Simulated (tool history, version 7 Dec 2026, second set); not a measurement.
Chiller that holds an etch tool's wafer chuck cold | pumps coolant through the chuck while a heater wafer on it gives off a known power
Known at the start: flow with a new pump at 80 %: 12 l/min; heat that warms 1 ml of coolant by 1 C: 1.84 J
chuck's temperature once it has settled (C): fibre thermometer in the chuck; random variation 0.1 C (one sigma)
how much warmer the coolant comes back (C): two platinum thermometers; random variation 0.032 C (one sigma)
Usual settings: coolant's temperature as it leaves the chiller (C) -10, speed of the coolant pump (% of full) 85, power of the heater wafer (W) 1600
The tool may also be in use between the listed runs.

run   hour  coolant's temperature as it leaves the chiller (C)  speed of the coolant pump (% of full)  power of the heater wafer (W)  chuck's temperature once it has settled (C)  how much warmer the coolant comes back (C)
  1      0                                                 -10                                     85                           1600                                          5.4                                        4.23
  2   44.1                                                 -10                                     85                           2291                                         11.7                                        6.05
  3   70.1                                                 -10                                     85                           2291                                         11.8                                        5.96
  4  111.3                                                 -10                                     85                           1600                                          5.2                                        4.21
  5  167.6                                                 -10                                     85                           1600                                          5.3                                        4.23
  6  197.7                                                 -10                                     85                           1600                                          5.4                                        4.19
  7    226                                                 -10                                     85                           1861                                            8                                        4.95
  8  272.7                                                 -10                                     85                            898                                         -1.2                                        2.33
     277.5  -- chiller's thermometer calibrated
  9    303                                                 -10                                     78                            898                                         -0.5                                        2.55
 10  328.8                                                 -10                                     78                            898                                         -0.5                                        2.61
 11  382.4                                                 -10                                     85                           1600                                          5.8                                        4.16
 12  441.3                                                 -10                                     85                           1600                                          5.9                                        4.28
 13  474.7                                                 -12                                     85                           1600                                          3.7                                        4.26
 14  521.5                                                 -12                                     83                           1825                                          6.5                                        4.93
 15  559.1                                                 -12                                     83                           1825                                          6.6                                        4.99
 16  599.2                                                 -10                                     73                           1824                                         10.8                                        5.77
     627.7  -- chiller's thermometer calibrated, once more
 17  632.5                                                  -4                                     93                           1754                                           12                                        4.16
 18    685                                                  -4                                     93                           1754                                         12.1                                        4.18
 19  716.6                                                 -18                                     98                           1600                                         -3.8                                        3.59
 20  767.9                                                 -10                                     67                           1600                                          9.9                                        5.62
 21  818.7                                                  -7                                     82                            860                                          1.9                                        2.44
 22  873.8                                                  -7                                     82                            860                                          1.8                                        2.42
 23  906.6                                                  -7                                     82                            860                                          1.9                                        2.38

3 ways to go on from here, each from the tool as it stands after run 23. What would each give?
  A  954.8                                                  -6                                     67                            942                                            ?                                           ?
  B  954.8                                                  -3                                     85                           1277                                            ?                                           ?
  C  954.8                                                  -1                                     65                            860                                            ?                                           ?

run  chuck's temperature once it has settled (C)  how much warmer the coolant comes back (C)
  A                                          5.9                                        3.27
  B                                          9.9                                        3.43
  C                                          9.9                                        3.12
Without the tool's hidden state the same runs would have given:
run  chuck's temperature once it has settled (C)  how much warmer the coolant comes back (C)
  A                                          4.1                                        3.08
  B                                          7.9                                        3.23
  C                                          8.2                                        2.94

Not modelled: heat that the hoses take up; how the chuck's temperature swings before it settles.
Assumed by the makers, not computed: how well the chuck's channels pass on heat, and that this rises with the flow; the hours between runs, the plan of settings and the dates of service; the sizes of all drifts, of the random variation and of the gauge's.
